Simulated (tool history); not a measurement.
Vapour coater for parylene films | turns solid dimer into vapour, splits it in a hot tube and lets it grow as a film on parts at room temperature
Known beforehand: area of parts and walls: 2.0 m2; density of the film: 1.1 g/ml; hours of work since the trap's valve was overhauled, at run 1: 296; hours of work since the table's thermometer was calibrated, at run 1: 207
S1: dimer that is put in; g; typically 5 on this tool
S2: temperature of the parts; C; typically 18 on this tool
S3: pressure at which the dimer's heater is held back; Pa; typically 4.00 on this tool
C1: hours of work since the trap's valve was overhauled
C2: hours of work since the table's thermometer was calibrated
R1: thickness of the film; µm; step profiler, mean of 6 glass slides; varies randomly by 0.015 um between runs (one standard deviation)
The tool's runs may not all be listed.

{"run": 1, "hour": 0.0, "S1": 5, "S2": 18, "S3": 4.0, "C1": 296, "C2": 207, "R1": 1.08}
{"run": 2, "hour": 9.4, "S1": 5, "S2": 18, "S3": 4.0, "C1": 302, "C2": 213, "R1": 1.09}
{"run": 3, "hour": 19.9, "S1": 5, "S2": 18, "S3": 4.0, "C1": 308, "C2": 219, "R1": 1.05}
{"run": 4, "hour": 32.5, "S1": 5, "S2": 18, "S3": 4.0, "C1": 316, "C2": 227, "R1": 1.07}
{"run": 5, "hour": 50.4, "S1": 5, "S2": 18, "S3": 4.0, "C1": 326, "C2": 238, "R1": 1.07}
{"run": 6, "hour": 64.4, "S1": 5, "S2": 18, "S3": 4.0, "C1": 335, "C2": 246, "R1": 1.07}
{"run": 7, "hour": 78.6, "S1": 5, "S2": 18, "S3": 4.0, "C1": 343, "C2": 255, "R1": 1.06}
{"run": 8, "hour": 97.9, "S1": 5, "S2": 18, "S3": 4.0, "C1": 355, "C2": 267, "R1": 1.07}
{"hour": 106.0, "done": "trap's valve overhauled"}
{"run": 9, "hour": 114.8, "S1": 5, "S2": 18, "S3": 4.0, "C1": 5, "C2": 274, "R1": 1.13}
{"run": 10, "hour": 130.7, "S1": 5, "S2": 18, "S3": 4.0, "C1": 15, "C2": 284, "R1": 1.12}
{"run": 11, "hour": 142.2, "S1": 5, "S2": 18, "S3": 9.97, "C1": 22, "C2": 291, "R1": 1.0}
{"run": 12, "hour": 156.4, "S1": 5, "S2": 17, "S3": 9.97, "C1": 30, "C2": 300, "R1": 1.05}
{"run": 13, "hour": 171.2, "S1": 5, "S2": 17, "S3": 4.03, "C1": 39, "C2": 308, "R1": 1.15}
{"run": 14, "hour": 190.5, "S1": 5, "S2": 17, "S3": 4.03, "C1": 51, "C2": 320, "R1": 1.2}
{"run": 15, "hour": 200.5, "S1": 5, "S2": 17, "S3": 4.03, "C1": 57, "C2": 326, "R1": 1.15}
{"run": 16, "hour": 213.6, "S1": 5, "S2": 17, "S3": 4.03, "C1": 65, "C2": 334, "R1": 1.16}
{"run": 17, "hour": 229.4, "S1": 3, "S2": 12, "S3": 6.15, "C1": 75, "C2": 344, "R1": 0.79}
{"run": 18, "hour": 248.5, "S1": 5, "S2": 14, "S3": 9.01, "C1": 86, "C2": 355, "R1": 1.18}
{"run": 19, "hour": 269.3, "S1": 5, "S2": 11, "S3": 4.0, "C1": 99, "C2": 368, "R1": 1.48}
{"run": 20, "hour": 280.3, "S1": 5, "S2": 11, "S3": 4.0, "C1": 105, "C2": 375, "R1": 1.44}
{"run": 21, "hour": 293.0, "S1": 5, "S2": 12, "S3": 5.91, "C1": 113, "C2": 382, "R1": 1.32}
{"run": 22, "hour": 308.8, "S1": 5, "S2": 18, "S3": 3.0, "C1": 123, "C2": 392, "R1": 1.13}
{"run": 23, "hour": 319.2, "S1": 5, "S2": 18, "S3": 3.0, "C1": 129, "C2": 398, "R1": 1.17}
{"run": 24, "hour": 334.0, "S1": 3, "S2": 29, "S3": 10.62, "C1": 138, "C2": 407, "R1": 0.39}
{"run": 25, "hour": 355.8, "S1": 3, "S2": 29, "S3": 10.62, "C1": 151, "C2": 420, "R1": 0.4}
{"run": 26, "hour": 375.7, "S1": 3, "S2": 18, "S3": 5.81, "C1": 163, "C2": 432, "R1": 0.61}
{"run": 27, "hour": 386.6, "S1": 2, "S2": 30, "S3": 5.81, "C1": 170, "C2": 439, "R1": 0.26}
{"run": 28, "hour": 396.2, "S1": 2, "S2": 30, "S3": 5.81, "C1": 176, "C2": 445, "R1": 0.27}
{"run": 29, "hour": 416.6, "S1": 2, "S2": 30, "S3": 5.81, "C1": 188, "C2": 457, "R1": 0.29}
{"run": 30, "hour": 426.3, "S1": 3, "S2": 30, "S3": 3.08, "C1": 194, "C2": 463, "R1": 0.44}
{"run": 31, "hour": 445.6, "S1": 7, "S2": 23, "S3": 3.08, "C1": 205, "C2": 474, "R1": 1.33}
{"run": 32, "hour": 457.0, "S1": 7, "S2": 23, "S3": 3.08, "C1": 212, "C2": 481, "R1": 1.31}

Hidden state at the last listed run before each entry between runs and at the first one after, where it differs:
After run 8, before run 9: trap's valve overhauled (hour 106.0)
  vapour lost through the trap's worn valve, %: 7.5 -> 0.2; true temperature of the parts over the reading, C: 0.21 -> 0.22
  measured less the result without the state, R1: -0.09 -> -0.01 µm

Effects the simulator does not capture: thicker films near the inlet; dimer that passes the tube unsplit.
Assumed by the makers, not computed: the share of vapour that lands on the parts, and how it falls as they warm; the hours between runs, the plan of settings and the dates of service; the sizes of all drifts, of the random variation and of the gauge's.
